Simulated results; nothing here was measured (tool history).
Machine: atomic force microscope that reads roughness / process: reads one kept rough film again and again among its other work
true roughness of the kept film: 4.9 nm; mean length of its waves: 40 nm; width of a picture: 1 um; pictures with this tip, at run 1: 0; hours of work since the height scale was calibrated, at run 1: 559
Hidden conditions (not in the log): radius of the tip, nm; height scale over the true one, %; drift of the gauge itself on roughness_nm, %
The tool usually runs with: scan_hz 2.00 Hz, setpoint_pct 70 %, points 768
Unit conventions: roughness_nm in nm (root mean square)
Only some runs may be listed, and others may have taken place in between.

run	hour	scan_hz	setpoint_pct	points	pictures with this tip	hours of work since the height scale was calibrated	roughness_nm
1	0.0	2.00	70	768	0	559	4.258
2	21.3	2.00	70	768	39	571	4.170
3	42.7	2.00	70	768	79	584	4.079
4	65.1	2.00	70	768	121	597	3.979
5	94.2	2.00	70	768	175	613	3.860
6	117.5	2.00	70	768	218	627	3.789
7	137.4	2.00	70	768	256	638	3.672
# hour 140.2: height scale calibrated on a step standard
# hour 142.3: new tip fitted
8	168.3	2.41	75	646	48	16	4.041
9	199.8	2.41	75	415	107	34	3.896
10	217.2	3.92	75	415	139	44	3.628
11	252.5	3.92	75	415	205	65	3.493
12	274.0	0.91	66	279	245	77	3.808
# hour 284.2: new tip fitted
13	290.0	1.66	74	461	11	86	4.234

Here are 3 independent what-if runs from the current tool condition. What would each one return?
# hour 313.3: height scale calibrated on a step standard, once more
A	329.0	1.67	80	768	82	9	?
# hour 313.3: height scale calibrated on a step standard, once more
B	329.0	3.08	70	569	82	9	?
# hour 313.3: height scale calibrated on a step standard, once more
C	329.0	2.66	89	391	82	9	?

run	roughness_nm
A	3.974
B	3.915
C	3.562
With the hidden condition removed and each run's random variation left untouched, the same runs would have given:
run	roughness_nm
A	4.177
B	4.116
C	3.745
